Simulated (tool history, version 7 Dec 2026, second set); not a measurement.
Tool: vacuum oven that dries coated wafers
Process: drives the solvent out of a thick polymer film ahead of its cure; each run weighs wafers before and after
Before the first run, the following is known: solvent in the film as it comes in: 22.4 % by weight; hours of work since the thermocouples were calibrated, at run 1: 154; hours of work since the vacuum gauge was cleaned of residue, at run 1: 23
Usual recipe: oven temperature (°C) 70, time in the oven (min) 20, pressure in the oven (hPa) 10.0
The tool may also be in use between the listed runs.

| run | hour | oven temperature (°C) | time in the oven (min) | pressure in the oven (hPa) | hours of work since the thermocouples were calibrated | hours of work since the vacuum gauge was cleaned of residue | solvent left in the film (%) |
|---|---|---|---|---|---|---|---|
| 1 | 0.0 | 70 | 20 | 10.0 | 154 | 23 | 3.08 |
| 2 | 27.2 | 70 | 20 | 10.0 | 171 | 40 | 3.08 |
| 3 | 47.8 | 70 | 20 | 10.0 | 184 | 54 | 3.10 |
| 4 | 74.0 | 70 | 20 | 10.0 | 201 | 70 | 3.11 |
| 5 | 108.4 | 70 | 20 | 11.3 | 223 | 93 | 3.24 |
| 6 | 131.2 | 70 | 20 | 9.3 | 238 | 107 | 2.97 |
| 7 | 158.2 | 66 | 20 | 12.2 | 255 | 125 | 4.54 |
| 8 | 193.6 | 64 | 19 | 5.8 | 278 | 147 | 4.86 |
| 9 | 216.2 | 64 | 19 | 5.8 | 293 | 162 | 4.81 |
| 10 | 253.3 | 64 | 19 | 5.8 | 317 | 186 | 4.84 |
| 11 | 282.2 | 70 | 32 | 9.9 | 335 | 204 | 1.58 |
| 12 | 302.3 | 55 | 31 | 6.3 | 348 | 217 | 5.52 |

Below, each run's measurement less what the same run would have read without the hidden state. Both values contain the same run-to-run variation, but the gauge's scatter may not be the same in both:
Unlogged tool condition in this case: true wafer temperature over the reading, C; true pressure over the reading, kPa; drift of the gauge itself on solvent_pct, %.
| run | solvent left in the film (%) |
|---|---|
| 1 | -0.16 |
| 2 | -0.17 |
| 3 | -0.18 |
| 4 | -0.19 |
| 5 | -0.21 |
| 6 | -0.21 |
| 7 | -0.28 |
| 8 | -0.31 |
| 9 | -0.31 |
| 10 | -0.33 |
| 11 | -0.12 |
| 12 | -0.38 |
